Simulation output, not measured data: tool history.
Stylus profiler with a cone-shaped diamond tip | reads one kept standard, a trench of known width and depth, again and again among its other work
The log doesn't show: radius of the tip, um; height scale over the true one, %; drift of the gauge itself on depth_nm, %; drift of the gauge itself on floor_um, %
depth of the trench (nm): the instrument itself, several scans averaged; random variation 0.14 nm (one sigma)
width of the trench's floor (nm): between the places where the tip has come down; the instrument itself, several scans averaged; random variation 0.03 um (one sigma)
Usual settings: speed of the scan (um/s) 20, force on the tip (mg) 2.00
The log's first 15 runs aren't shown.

| run | day | speed of the scan (um/s) | force on the tip (mg) | scans with this tip | hours of work since the height scale was calibrated | depth of the trench (nm) | width of the trench's floor (nm) |
|---|---|---|---|---|---|---|---|
| 16 | 20.183 | 20 | 2.00 | 3360 | 836 | 502.49 | 95500 |
| 17 | 21.125 | 20 | 2.00 | 3430 | 854 | 502.52 | 95550 |
| 18 | 22.408 | 20 | 2.00 | 3524 | 877 | 502.30 | 95510 |
| 19 | 24.296 | 8 | 0.73 | 3664 | 912 | 501.35 | 95570 |
| 20 | 25.938 | 9 | 0.67 | 3785 | 942 | 501.15 | 95550 |
| 21 | 26.767 | 68 | 2.52 | 3846 | 958 | 502.87 | 95330 |
| 22 | 28.721 | 68 | 2.52 | 3991 | 994 | 502.90 | 95290 |
| 23 | 30.200 | 5 | 2.94 | 4100 | 1021 | 503.22 | 95620 |
| 24 | 31.325 | 52 | 2.60 | 4183 | 1041 | 503.02 | 95400 |
| 25 | 32.179 | 52 | 2.60 | 4246 | 1057 | 502.85 | 95390 |
| 26 | 33.408 | 52 | 2.60 | 4337 | 1080 | 502.83 | 95460 |
| 27 | 35.333 | 52 | 2.60 | 4480 | 1115 | 502.69 | 95350 |
| 28 | 36.542 | 15 | 2.60 | 4569 | 1137 | 502.91 | 95590 |
| 29 | 37.583 | 27 | 2.51 | 4646 | 1157 | 502.87 | 95530 |
| 30 | 38.662 | 27 | 2.51 | 4726 | 1176 | 502.89 | 95540 |
| 31 | 40.471 | 27 | 2.51 | 4859 | 1210 | 503.07 | 95480 |
| 32 | 41.817 | 80 | 1.57 | 4958 | 1234 | 502.24 | 95120 |
| 33 | 42.992 | 80 | 1.57 | 5045 | 1256 | 501.95 | 95180 |
| 34 | 44.004 | 80 | 1.57 | 5120 | 1275 | 502.02 | 95160 |

3 ways to go on from here, each from the tool as it stands after run 34. What would each give?
| A | 45.221 | 80 | 0.71 | 5210 | 1297 | ? | ? |
| B | 45.221 | 15 | 2.00 | 5210 | 1297 | ? | ? |
| C | 45.221 | 20 | 1.43 | 5210 | 1297 | ? | ? |

| run | depth of the trench (nm) | width of the trench's floor (nm) |
|---|---|---|
| A | 501.41 | 94910 |
| B | 502.42 | 95550 |
| C | 502.00 | 95470 |
Without the tool's hidden state the same runs would have given:
| run | depth of the trench (nm) | width of the trench's floor (nm) |
|---|---|---|
| A | 501.36 | 94930 |
| B | 502.38 | 95560 |
| C | 501.95 | 95480 |
